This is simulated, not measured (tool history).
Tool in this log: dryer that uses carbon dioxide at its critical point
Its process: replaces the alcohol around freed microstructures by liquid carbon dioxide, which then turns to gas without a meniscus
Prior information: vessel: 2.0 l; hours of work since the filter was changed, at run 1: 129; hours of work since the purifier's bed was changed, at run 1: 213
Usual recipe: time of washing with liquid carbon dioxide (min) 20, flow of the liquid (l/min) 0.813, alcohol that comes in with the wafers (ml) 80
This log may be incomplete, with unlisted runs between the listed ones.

run,day,time of washing with liquid carbon dioxide (min),flow of the liquid (l/min),alcohol that comes in with the wafers (ml),hours of work since the filter was changed,hours of work since the purifier's bed was changed,alcohol left in the vessel before it's heated (ppm by volume)
1,0,20,0.813,80,129,213,104
2,0.696,12,0.813,80,135,220,696
3,1.192,20,0.813,24,140,224,87
4,1.875,20,0.813,80,146,231,110
5,2.508,20,0.813,113,153,237,141
6,3.15,20,0.813,113,159,243,142
7,3.533,20,0.813,113,162,247,140
8,3.85,20,0.813,80,165,250,121
9,4.433,20,0.813,80,171,255,121
10,5.029,20,0.813,80,177,261,133
11,5.496,20,0.813,80,181,266,132
12,6.233,20,0.813,80,188,273,137
13,6.675,20,0.813,80,192,277,142
14,7.021,20,0.813,43,196,280,113
15,7.479,12,0.81,60,200,285,689
# day 7.767: inlet filter changed
16,7.867,21,0.899,51,1,288,95
17,8.292,20,1.377,20,5,292,85
18,8.721,13,0.813,56,9,296,284
19,9.246,13,0.948,56,14,301,179
20,9.646,13,0.948,56,18,305,171
21,10.196,20,0.582,80,23,310,306
22,10.775,20,0.582,80,29,316,304
23,11.196,27,0.577,42,33,320,116
24,11.933,27,0.577,42,40,327,119
25,12.275,27,0.577,42,43,330,114
26,12.633,27,0.577,42,47,333,120
27,13.408,17,0.813,56,54,341,158

Below are 5 alternative next runs, each starting from the tool's condition after run 27. Predict each:
A,14.012,27,0.813,44,60,347,?
B,14.012,20,0.775,20,60,347,?
C,14.012,29,0.983,80,60,347,?
D,14.012,14,0.527,56,60,347,?
E,14.012,17,0.813,107,60,347,?

run,alcohol left in the vessel before it's heated (ppm by volume)
A,104
B,116
C,102
D,1262
E,213
Stripped of hidden state, with their random variation kept, the same runs would have yielded:
run,alcohol left in the vessel before it's heated (ppm by volume)
A,4
B,12
C,2
D,1001
E,86

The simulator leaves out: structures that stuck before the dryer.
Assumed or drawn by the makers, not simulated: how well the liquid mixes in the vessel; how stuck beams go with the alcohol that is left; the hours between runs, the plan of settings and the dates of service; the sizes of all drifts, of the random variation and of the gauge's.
